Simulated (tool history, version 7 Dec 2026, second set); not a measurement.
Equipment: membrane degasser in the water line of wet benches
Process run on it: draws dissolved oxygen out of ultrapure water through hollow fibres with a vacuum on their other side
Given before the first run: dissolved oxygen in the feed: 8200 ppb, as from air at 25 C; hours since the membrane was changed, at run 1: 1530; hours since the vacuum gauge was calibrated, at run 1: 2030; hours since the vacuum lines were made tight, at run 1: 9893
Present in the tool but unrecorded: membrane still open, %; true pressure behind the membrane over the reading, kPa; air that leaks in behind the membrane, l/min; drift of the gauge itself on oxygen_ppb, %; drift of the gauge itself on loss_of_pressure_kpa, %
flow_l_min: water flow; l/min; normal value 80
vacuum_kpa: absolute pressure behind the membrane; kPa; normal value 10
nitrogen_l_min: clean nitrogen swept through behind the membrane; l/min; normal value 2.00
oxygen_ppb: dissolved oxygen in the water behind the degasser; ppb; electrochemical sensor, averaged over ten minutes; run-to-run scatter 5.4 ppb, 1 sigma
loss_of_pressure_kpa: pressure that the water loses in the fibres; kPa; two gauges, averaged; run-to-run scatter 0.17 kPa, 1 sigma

run    hour  flow_l_min  vacuum_kpa  nitrogen_l_min  hours since the membrane was changed  hours since the vacuum gauge was calibrated  hours since the vacuum lines were made tight  oxygen_ppb  loss_of_pressure_kpa
  1     0.0          80          10            2.00                                  1530                                         2030                                          9893       535.6                 28.36
  2   125.8          80          10            2.00                                  1656                                         2156                                         10018       536.3                 28.55
  3   227.2          80          10            2.00                                  1757                                         2257                                         10120       534.6                 28.47
  4   346.3          80          10            2.00                                  1876                                         2376                                         10239       532.6                 28.13
  5   453.9          80          10            2.00                                  1984                                         2484                                         10347       539.7                 28.15
  6   572.9          80          10            2.00                                  2103                                         2603                                         10466       537.3                 28.11
  7   725.9          80          10            2.00                                  2256                                         2756                                         10619       543.6                 28.38
  8   855.2          80          10            2.00                                  2385                                         2885                                         10748       545.0                 28.16
  9  1024.1          80          10            2.00                                  2554                                         3054                                         10917       538.0                 28.37
 10  1129.1          80          10            2.00                                  2659                                         3159                                         11022       541.0                 27.96
 11  1288.3          80          10            2.00                                  2818                                         3318                                         11181       530.3                 28.33
 12  1427.3          80          10            4.78                                  2957                                         3457                                         11320       271.1                 28.29
 13  1537.3          80          10            4.78                                  3067                                         3567                                         11430       273.8                 28.52
 14  1627.8          80          10            4.78                                  3158                                         3657                                         11520       270.6                 28.29
 15  1729.3          80          10            4.78                                  3259                                         3759                                         11622       267.9                 28.38
 16  1873.9          80          10            4.78                                  3404                                         3904                                         11767       271.2                 28.31
 17  2002.8          80          10            4.78                                  3533                                         4033                                         11895       272.3                 28.30

Estimate the outcome of run 18 from the log above:
 18  2090.6          97          10            2.00                                  3620                                         4120                                         11983           ?                     ?

oxygen_ppb: 640.8 ppb
loss_of_pressure_kpa: 34.15 kPa
With no hidden state in the tool, this same run would have given oxygen_ppb 639.9 ppb, loss_of_pressure_kpa 34.13 kPa.
